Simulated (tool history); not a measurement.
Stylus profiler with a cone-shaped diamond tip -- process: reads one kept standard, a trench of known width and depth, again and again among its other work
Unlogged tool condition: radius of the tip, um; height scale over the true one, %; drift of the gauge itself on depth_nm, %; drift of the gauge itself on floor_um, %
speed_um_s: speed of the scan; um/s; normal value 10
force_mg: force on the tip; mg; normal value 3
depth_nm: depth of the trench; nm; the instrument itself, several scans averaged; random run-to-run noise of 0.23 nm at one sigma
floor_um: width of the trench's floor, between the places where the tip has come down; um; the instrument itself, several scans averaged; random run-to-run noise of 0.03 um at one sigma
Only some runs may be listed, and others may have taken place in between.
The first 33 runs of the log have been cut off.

run,hour,speed_um_s,force_mg,scans with this tip,hours of work since the height scale was calibrated,depth_nm,floor_um
34,546.3,7,5.03,4909,142,1022.53,15.46
35,556,4,2.83,4959,148,1014.89,15.52
36,568,28,6.75,5022,155,1027.55,15.49
37,586.6,3,4.05,5119,166,1019,15.47
38,598.9,22,4.56,5183,174,1020.97,15.5
39,616.9,6,1.45,5276,185,1008.96,15.48
40,632.4,25,3,5357,195,1015.16,15.42
41,643.5,2,5.81,5415,202,1025,15.48
42,656.2,2,5.81,5481,209,1025.27,15.55
43,674.2,6,1.3,5574,221,1008.43,15.36
44,697.7,6,1.3,5696,235,1008.17,15.43
45,713.9,24,3,5780,245,1015.49,15.36
46,729.8,3,8.75,5863,255,1032.35,15.37

3 ways to go on from here, each from the tool as it stands after run 46. What would each give?
A,740.7,32,1.01,5920,262,?,?
B,740.7,11,2.73,5920,262,?,?
C,740.7,4,1.44,5920,262,?,?

run,depth_nm,floor_um
A,1006.46,15.25
B,1014.36,15.34
C,1008.38,15.4
Stripped of hidden state, with their random variation kept, the same runs would have yielded:
run,depth_nm,floor_um
A,1008.06,15.81
B,1015.97,15.91
C,1009.98,15.97
